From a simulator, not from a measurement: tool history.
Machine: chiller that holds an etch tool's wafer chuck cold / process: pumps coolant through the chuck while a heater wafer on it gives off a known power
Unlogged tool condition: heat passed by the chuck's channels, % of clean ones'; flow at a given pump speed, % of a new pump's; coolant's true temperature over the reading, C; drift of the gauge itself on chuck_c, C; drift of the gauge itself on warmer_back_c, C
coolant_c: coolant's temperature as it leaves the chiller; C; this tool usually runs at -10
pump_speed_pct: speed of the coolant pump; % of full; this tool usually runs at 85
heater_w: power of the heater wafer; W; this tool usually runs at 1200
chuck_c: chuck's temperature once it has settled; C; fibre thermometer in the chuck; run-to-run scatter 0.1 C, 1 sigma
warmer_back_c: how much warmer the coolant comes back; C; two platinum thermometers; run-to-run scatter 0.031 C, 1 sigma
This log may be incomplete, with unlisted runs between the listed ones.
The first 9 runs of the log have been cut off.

run   hour  coolant_c  pump_speed_pct  heater_w  hours since the coolant was changed and the channels were flushed  hours since the pump was overhauled  hours since the chiller's thermometer was calibrated  chuck_c  warmer_back_c
 10  175.3        -17              85      1200                                                               3538                                  279                                                  1351     -7.4           3.21
 11  192.2        -10              85      1200                                                               3555                                  296                                                  1368     -0.7           3.23
 12  223.1        -10              91      1200                                                               3586                                  327                                                  1399     -0.9           2.99
 13  248.5        -15              91      1200                                                               3611                                  353                                                  1425     -5.9           3.03
 14  272.8        -10              85      1200                                                               3636                                  377                                                  1449     -0.2           3.23
 15  303.4        -10              85      1200                                                               3666                                  407                                                  1479     -0.3           3.19
 16  317.9        -10              85      1200                                                               3681                                  422                                                  1494     -0.3           3.25
 17  341.9        -17              62       669                                                               3705                                  446                                                  1518    -10.2           2.45
     349.0  -- coolant pump overhauled
 18  364.5        -20              84      1132                                                               3722                                   16                                                  1536    -10.7           3.15
 19  388.8        -10              85       693                                                               3747                                   40                                                  1560     -4.5           1.91
 20  413.6          0              66      1654                                                               3771                                   65                                                  1585     16.0           5.76
     447.5  -- coolant pump overhauled, once more
 21  450.2          0              66      1654                                                               3803                                    3                                                  1616     15.8           5.69
 22  475.1        -12              84      1087                                                               3828                                   28                                                  1641     -3.2           2.94
 23  501.0        -12              84      1087                                                               3854                                   53                                                  1667     -3.2           2.96
 24  514.5         -9              84      1087                                                               3867                                   67                                                  1681     -0.3           2.97
 25  528.1         -2              88      1200                                                               3881                                   81                                                  1694      7.5           3.10
 26  555.9        -12              87      1207                                                               3909                                  108                                                  1722     -2.5           3.20
 27  572.9        -12              86      1207                                                               3926                                  125                                                  1739     -2.5           3.23
 28  589.9        -12              86      1207                                                               3943                                  142                                                  1756     -2.5           3.19
 29  613.9        -14              86      1470                                                               3967                                  166                                                  1780     -2.4           3.90
 30  637.0        -17              72      1027                                                               3990                                  189                                                  1803     -7.7           3.21
 31  668.8        -15              65       654                                                               4022                                  221                                                  1835     -8.5           2.26

Predict each of these 5 candidate next runs independently; none follows another, all start after run 31:
  A  689.4         -7              88      1266                                                               4042                                  242                                                  1855        ?              ?
  B  689.4        -15              63       654                                                               4042                                  242                                                  1855        ?              ?
  C  689.4         -5              85       871                                                               4042                                  242                                                  1855        ?              ?
  D  689.4        -10             100      1200                                                               4042                                  242                                                  1855        ?              ?
  E  689.4        -15              65      1157                                                               4042                                  242                                                  1855        ?              ?

run  chuck_c  warmer_back_c
  A      3.0           3.23
  B     -8.1           2.34
  C      2.2           2.35
  D     -1.5           2.77
  E     -3.9           4.07
Without the tool's hidden state the same runs would have given:
run  chuck_c  warmer_back_c
  A      1.9           3.18
  B     -8.9           2.31
  C      1.3           2.32
  D     -2.5           2.74
  E     -5.1           4.02
